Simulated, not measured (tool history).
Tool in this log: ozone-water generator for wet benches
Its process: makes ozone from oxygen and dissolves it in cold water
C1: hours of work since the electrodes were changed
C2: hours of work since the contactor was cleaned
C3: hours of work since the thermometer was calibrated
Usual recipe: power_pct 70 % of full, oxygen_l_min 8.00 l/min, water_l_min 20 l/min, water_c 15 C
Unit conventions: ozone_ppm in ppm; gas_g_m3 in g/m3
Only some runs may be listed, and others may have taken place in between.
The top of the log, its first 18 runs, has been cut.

run 19 hour=1128.5 | power_pct=46 oxygen_l_min=5.74 water_l_min=20 water_c=15 | C1=1973 C2=662 C3=1773 | ozone_ppm=18.0 gas_g_m3=198.3
run 20 hour=1193.8 | power_pct=46 oxygen_l_min=5.74 water_l_min=20 water_c=15 | C1=2027 C2=716 C3=1827 | ozone_ppm=17.9 gas_g_m3=197.2
run 21 hour=1256.8 | power_pct=42 oxygen_l_min=5.74 water_l_min=21 water_c=15 | C1=2078 C2=768 C3=1878 | ozone_ppm=16.1 gas_g_m3=183.1
run 22 hour=1308.3 | power_pct=42 oxygen_l_min=5.74 water_l_min=21 water_c=13 | C1=2121 C2=810 C3=1921 | ozone_ppm=16.3 gas_g_m3=181.7
run 23 hour=1368.0 | power_pct=42 oxygen_l_min=5.74 water_l_min=21 water_c=13 | C1=2170 C2=859 C3=1970 | ozone_ppm=16.3 gas_g_m3=180.8
run 24 hour=1462.8 | power_pct=42 oxygen_l_min=8.04 water_l_min=28 water_c=13 | C1=2248 C2=937 C3=2047 | ozone_ppm=12.8 gas_g_m3=155.3
-- hour=1469.7 gauge calibrated
run 25 hour=1521.9 | power_pct=70 oxygen_l_min=13.40 water_l_min=30 water_c=15 | C1=2296 C2=985 C3=2096 | ozone_ppm=18.3 gas_g_m3=195.8
run 26 hour=1597.0 | power_pct=70 oxygen_l_min=13.40 water_l_min=30 water_c=15 | C1=2358 C2=1047 C3=2158 | ozone_ppm=18.9 gas_g_m3=196.0
run 27 hour=1647.3 | power_pct=70 oxygen_l_min=6.10 water_l_min=15 water_c=15 | C1=2399 C2=1088 C3=2199 | ozone_ppm=33.3 gas_g_m3=278.4
run 28 hour=1688.2 | power_pct=77 oxygen_l_min=8.85 water_l_min=15 water_c=13 | C1=2433 C2=1122 C3=2232 | ozone_ppm=37.6 gas_g_m3=257.0
run 29 hour=1742.1 | power_pct=77 oxygen_l_min=8.85 water_l_min=15 water_c=13 | C1=2477 C2=1166 C3=2277 | ozone_ppm=37.5 gas_g_m3=254.4
run 30 hour=1836.4 | power_pct=56 oxygen_l_min=8.00 water_l_min=20 water_c=15 | C1=2554 C2=1244 C3=2354 | ozone_ppm=21.9 gas_g_m3=204.5
run 31 hour=1926.5 | power_pct=48 oxygen_l_min=5.89 water_l_min=31 water_c=9 | C1=2628 C2=1318 C3=2428 | ozone_ppm=12.8 gas_g_m3=204.8
run 32 hour=2011.4 | power_pct=52 oxygen_l_min=4.29 water_l_min=20 water_c=15 | C1=2698 C2=1387 C3=2498 | ozone_ppm=19.8 gas_g_m3=251.2
run 33 hour=2097.0 | power_pct=52 oxygen_l_min=4.29 water_l_min=30 water_c=14 | C1=2768 C2=1458 C3=2568 | ozone_ppm=12.2 gas_g_m3=251.3

4 ways to go on from here, each from the tool as it stands after run 33. What would each give?
run A hour=2150.0 | power_pct=70 oxygen_l_min=8.00 water_l_min=30 water_c=15 | C1=2812 C2=1501 C3=2612 | ozone_ppm=? gas_g_m3=?
run B hour=2150.0 | power_pct=52 oxygen_l_min=9.74 water_l_min=30 water_c=14 | C1=2812 C2=1501 C3=2612 | ozone_ppm=? gas_g_m3=?
run C hour=2150.0 | power_pct=72 oxygen_l_min=8.00 water_l_min=20 water_c=17 | C1=2812 C2=1501 C3=2612 | ozone_ppm=? gas_g_m3=?
run D hour=2150.0 | power_pct=70 oxygen_l_min=8.58 water_l_min=20 water_c=8 | C1=2812 C2=1501 C3=2612 | ozone_ppm=? gas_g_m3=?

run=A ozone_ppm=18.0 gas_g_m3=245.4
run=B ozone_ppm=14.6 gas_g_m3=174.4
run=C ozone_ppm=26.0 gas_g_m3=252.4
run=D ozone_ppm=29.9 gas_g_m3=239.2
With the hidden condition removed and each run's random variation left untouched, the same runs would have given:
run=A ozone_ppm=18.0 gas_g_m3=249.2
run=B ozone_ppm=14.6 gas_g_m3=177.0
run=C ozone_ppm=26.1 gas_g_m3=256.3
run=D ozone_ppm=30.0 gas_g_m3=242.9
